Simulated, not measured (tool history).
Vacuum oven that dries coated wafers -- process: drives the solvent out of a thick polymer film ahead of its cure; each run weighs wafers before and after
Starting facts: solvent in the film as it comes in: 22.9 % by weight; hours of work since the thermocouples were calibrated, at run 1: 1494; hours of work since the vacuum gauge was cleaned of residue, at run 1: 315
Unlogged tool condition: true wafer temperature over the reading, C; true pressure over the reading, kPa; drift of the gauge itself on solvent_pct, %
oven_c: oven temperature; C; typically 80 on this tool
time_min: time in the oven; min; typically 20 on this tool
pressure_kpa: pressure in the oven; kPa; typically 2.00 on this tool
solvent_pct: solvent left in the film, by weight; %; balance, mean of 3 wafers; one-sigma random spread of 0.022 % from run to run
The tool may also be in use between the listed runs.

run,hour,oven_c,time_min,pressure_kpa,hours of work since the thermocouples were calibrated,hours of work since the vacuum gauge was cleaned of residue,solvent_pct
1,0.0,80,20,2.00,1494,315,3.49
2,15.0,80,20,2.00,1506,326,3.47
3,27.8,80,20,2.06,1515,336,3.49
4,39.3,80,20,6.26,1524,345,4.38
5,53.8,80,20,6.26,1535,356,4.42
6,69.3,80,20,2.00,1546,367,3.47
7,79.1,80,20,2.00,1554,375,3.53
8,94.2,80,31,2.00,1565,386,1.59
9,103.2,80,31,2.00,1572,393,1.59
10,118.8,80,31,2.00,1584,404,1.61
11,134.5,80,20,2.00,1595,416,3.51
12,143.7,80,20,2.00,1602,423,3.50
13,157.5,93,20,2.00,1613,434,0.59
14,169.9,93,20,2.00,1622,443,0.59
15,182.7,93,20,2.00,1632,452,0.63
16,197.9,83,20,2.00,1643,464,2.47
17,207.2,83,20,2.00,1650,471,2.48
18,214.6,83,20,2.00,1656,476,2.50
19,229.5,80,20,2.00,1667,488,3.49
20,241.7,80,20,2.00,1676,497,3.51
21,251.3,65,20,2.00,1683,504,10.29
22,264.2,65,20,2.00,1693,514,10.25
23,275.9,65,20,2.00,1702,523,10.34
24,291.7,69,17,3.89,1714,534,9.84
25,306.2,82,27,1.95,1724,545,1.58
26,314.7,82,27,1.95,1731,552,1.60
27,329.6,82,18,5.68,1742,563,4.11
28,340.9,79,20,5.53,1751,571,4.67
29,354.7,79,20,5.53,1761,582,4.69
30,365.2,79,14,1.30,1769,590,5.94
31,373.9,75,14,5.43,1775,596,8.65
32,382.5,75,26,1.02,1782,603,3.75
# hour 390.4: oven's thermocouples calibrated
33,394.8,75,26,1.02,3,610,3.73
34,408.7,75,26,1.02,14,621,3.79
35,415.4,80,12,6.49,19,626,7.46
36,425.8,80,12,1.70,27,634,6.66
37,434.4,80,12,1.01,33,640,6.50
38,448.5,80,12,1.01,44,651,6.51
39,458.0,69,30,2.05,51,658,5.82
40,469.2,92,20,6.66,59,666,1.42
41,478.1,93,15,5.04,66,673,1.62
42,486.0,93,15,5.04,72,679,1.60
43,501.6,93,15,1.52,84,691,1.09
44,508.7,77,20,1.05,89,696,4.51

Across each entry between runs, compare the hidden state at the last listed run before it with the hidden state at the first listed run after it:
From run 32 to run 33: oven's thermocouples calibrated (hour 390.4)
  true wafer temperature over the reading, C: 0.08 -> 0.02
  measured less the result without the state, solvent_pct: -0.02 -> -0.01 %
